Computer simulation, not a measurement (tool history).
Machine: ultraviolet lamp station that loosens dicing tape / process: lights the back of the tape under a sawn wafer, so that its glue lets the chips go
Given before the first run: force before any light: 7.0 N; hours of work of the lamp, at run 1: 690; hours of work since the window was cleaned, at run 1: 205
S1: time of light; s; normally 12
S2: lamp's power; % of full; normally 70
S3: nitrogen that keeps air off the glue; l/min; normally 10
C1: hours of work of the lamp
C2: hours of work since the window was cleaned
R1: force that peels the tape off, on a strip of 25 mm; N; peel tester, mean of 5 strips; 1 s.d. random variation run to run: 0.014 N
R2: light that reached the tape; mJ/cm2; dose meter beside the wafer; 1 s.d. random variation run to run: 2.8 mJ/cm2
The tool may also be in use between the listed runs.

run    hour  S1  S2  S3    C1   C2     R1   R2
  1     0.0  12  70  10   690  205  0.960  320
  2    83.1  12  70  10   729  244  0.992  313
  3   160.1  16  70  10   764  279  0.585  418
  4   202.0  16  70  10   783  298  0.572  407
  5   250.2  16  70  10   806  321  0.588  406
  6   305.4  12  70  10   831  346  1.054  304
  7   376.1  12  70  10   864  379  1.061  296
  8   436.4  12  70  10   892  407  1.121  287
  9   490.0  12  99  10   916  431  0.563  408
 10   538.9  12  99  10   939  454  0.601  407
 11   586.6  23  74  12   961  476  0.223  580
 12   649.3  23  74  12   990  505  0.230  574
      657.0  -- window cleaned of glue's vapour
 13   719.1  15  80  20  1022   29  0.417  382
 14   797.0  24  70   3  1058   65  0.911  526
 15   834.1  24  61  18  1075   82  0.276  462
 16   906.6  10  68   3  1109  115  3.020  209
      958.0  -- window cleaned of glue's vapour, once more
 17   982.3  11  84  12  1143   11  0.780  331
 18  1017.7  11  84  12  1160   28  0.801  334
 19  1100.4  11  84  12  1198   66  0.824  331

Here are 5 independent what-if runs from the current tool condition. What would each one return?
     1138.8  -- lamp changed
  A  1150.5  12  98  10   5  88   ?   ?
     1138.8  -- lamp changed
  B  1150.5  11  84  18   5  88   ?   ?
     1138.8  -- lamp changed
  C  1150.5   7  62   8   5  88   ?   ?
     1138.8  -- lamp changed
  D  1150.5  12  70   4   5  88   ?   ?
     1138.8  -- lamp changed
  E  1150.5  23  98   4   5  88   ?   ?

run     R1   R2
  A  0.319  525
  B  0.370  411
  C  2.265  197
  D  1.352  374
  E  0.151  993
The same runs, with their run-to-run variation unchanged, on a tool lacking any hidden condition would have given:
run     R1    R2
  A  0.299   539
  B  0.347   422
  C  2.199   202
  D  1.295   384
  E  0.143  1020
